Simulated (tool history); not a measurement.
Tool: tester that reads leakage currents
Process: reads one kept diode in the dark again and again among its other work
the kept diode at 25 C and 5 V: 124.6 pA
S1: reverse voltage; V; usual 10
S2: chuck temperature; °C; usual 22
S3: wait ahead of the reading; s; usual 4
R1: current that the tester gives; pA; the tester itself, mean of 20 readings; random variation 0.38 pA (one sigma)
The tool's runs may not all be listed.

| run | hour | S1 | S2 | S3 | R1 |
|---|---|---|---|---|---|
| 1 | 0 | 10 | 22 | 4 | 136.38 |
| 2 | 25.1 | 6.8 | 22 | 4 | 112.89 |
| 3 | 65.5 | 10 | 22 | 0.44 | 143.61 |
| 4 | 102.5 | 10 | 22 | 4 | 135.08 |
| 5 | 138.9 | 10 | 22 | 4 | 136.02 |
| 6 | 177.5 | 10 | 22 | 4 | 136.2 |
| 7 | 205.5 | 10 | 22 | 0.71 | 139.77 |
| 8 | 236.1 | 10 | 22 | 4 | 135.7 |
| 9 | 277.2 | 10 | 22 | 4 | 135.28 |
| 10 | 305.7 | 1.9 | 22 | 4 | 63.7 |
|  | 312.9 | tester calibrated |
| 11 | 361.7 | 1.9 | 22 | 4 | 63.83 |
| 12 | 398.4 | 1.9 | 22 | 4 | 63.98 |
| 13 | 452.7 | 1.9 | 22 | 4 | 63.62 |
| 14 | 493.4 | 3.1 | 22 | 3.22 | 78.58 |
| 15 | 536.2 | 3.1 | 22 | 3.22 | 78.2 |
|  | 558.6 | tester calibrated, once more |
| 16 | 571.3 | 2.1 | 22 | 4 | 66.43 |
| 17 | 608.6 | 17.3 | 22 | 5.85 | 179.12 |
| 18 | 660.6 | 5.6 | 22 | 6.13 | 102.01 |
| 19 | 687 | 5.6 | 22 | 6.13 | 102.4 |
| 20 | 721.8 | 5.6 | 22 | 6.13 | 102.87 |
| 21 | 748.3 | 5.6 | 22 | 6.13 | 102.44 |
| 22 | 785.3 | 10 | 40 | 4 | 504.23 |
| 23 | 826.9 | 3 | 34 | 0.75 | 197.64 |
| 24 | 872.5 | 3 | 34 | 0.75 | 197.83 |
| 25 | 905 | 2 | 34 | 2.54 | 165.83 |

Forecast each of these 4 alternatives for the next run:
| A | 939.5 | 2.1 | 30 | 0.99 | ? |
| B | 939.5 | 19.3 | 56 | 4 | ? |
| C | 939.5 | 2 | 34 | 1.3 | ? |
| D | 939.5 | 2 | 34 | 1.03 | ? |

| run | R1 |
|---|---|
| A | 124.89 |
| B | 2035.37 |
| C | 166.67 |
| D | 166.35 |
Without the tool's hidden state the same runs would have given:
| run | R1 |
|---|---|
| A | 136.1 |
| B | 2217.24 |
| C | 183.28 |
| D | 182.92 |

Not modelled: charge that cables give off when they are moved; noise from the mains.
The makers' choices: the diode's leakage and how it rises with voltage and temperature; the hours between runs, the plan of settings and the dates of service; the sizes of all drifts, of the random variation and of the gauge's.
